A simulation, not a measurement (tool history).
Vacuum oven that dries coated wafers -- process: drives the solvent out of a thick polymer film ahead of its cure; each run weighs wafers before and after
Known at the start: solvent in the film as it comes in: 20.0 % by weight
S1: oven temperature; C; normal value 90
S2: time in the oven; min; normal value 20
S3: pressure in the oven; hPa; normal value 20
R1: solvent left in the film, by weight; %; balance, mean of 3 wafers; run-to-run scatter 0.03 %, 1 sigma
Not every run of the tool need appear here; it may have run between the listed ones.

run	hour	S1	S2	S3	R1
1	0	90	20	20	4.39
2	35.2	90	20	20	4.36
3	74.7	87	20	20	5.54
4	102.7	87	20	20	5.58
5	134.3	87	20	20	5.6
6	175	87	20	20	5.66
7	220.2	90	20	20	4.42
8	263	90	20	20	4.44
9	287.7	90	20	20	4.53
10	319.5	90	20	20	4.47
11	344.6	90	20	20	4.46
12	386.5	90	20	20	4.49
13	410.3	90	20	20	4.54
14	457.2	90	20	40.5	5.45
15	485.8	90	20	40.5	5.46
16	538.1	85	14	40.5	9.49
17	576.3	85	14	40.5	9.5
18	626.2	90	13	37.7	7.58
19	673.9	78	11	35	12.85
20	703.2	78	20	41.6	10.87
21	739.5	99	32	67.2	2.99
22	788.8	85	32	11.5	3.79
23	817.2	85	32	11.5	3.88
24	868.6	85	12	13.2	9.27
25	905.3	85	10	12.3	10.23
26	952.4	103	12	54	3.73
27	981.8	81	26	19.2	7.13
28	1005.8	81	26	19.2	7.17
29	1037.8	102	20	57.5	2.74
30	1063.8	102	20	57.5	2.74

A few steps of R1 between consecutive runs. Split each: what settings, incoming material and random variation would produce without the hidden state, and what is left over for the hidden state, along with gauge scatter present in only one of the two compared results (measured, and without hidden state):
Hidden state at play: true wafer temperature over the reading, C; true pressure over the reading, kPa; drift of the gauge itself on solvent_pct, %.
Run 20 -> 21: S1 78 -> 99, S2 20 -> 32, S3 41.6 -> 67.2. R1 -7.88 %: hidden state -0.18, all else -7.7.
Run 21 -> 22: S1 99 -> 85, S3 67.2 -> 11.5. R1 +0.8 %: hidden state +0.2, all else +0.6.
Run 23 -> 24: S2 32 -> 12, S3 11.5 -> 13.2. R1 +5.39 %: hidden state -0.01, all else +5.4.
Run 25 -> 26: S1 85 -> 103, S2 10 -> 12, S3 12.3 -> 54. R1 -6.5 %: hidden state -0.06, all else -6.44.
Run 26 -> 27: S1 103 -> 81, S2 12 -> 26, S3 54 -> 19.2. R1 +3.4 %: hidden state +0.21, all else +3.19.
Run 28 -> 29: S1 81 -> 102, S2 26 -> 20, S3 19.2 -> 57.5. R1 -4.43 %: hidden state -0.28, all else -4.15.
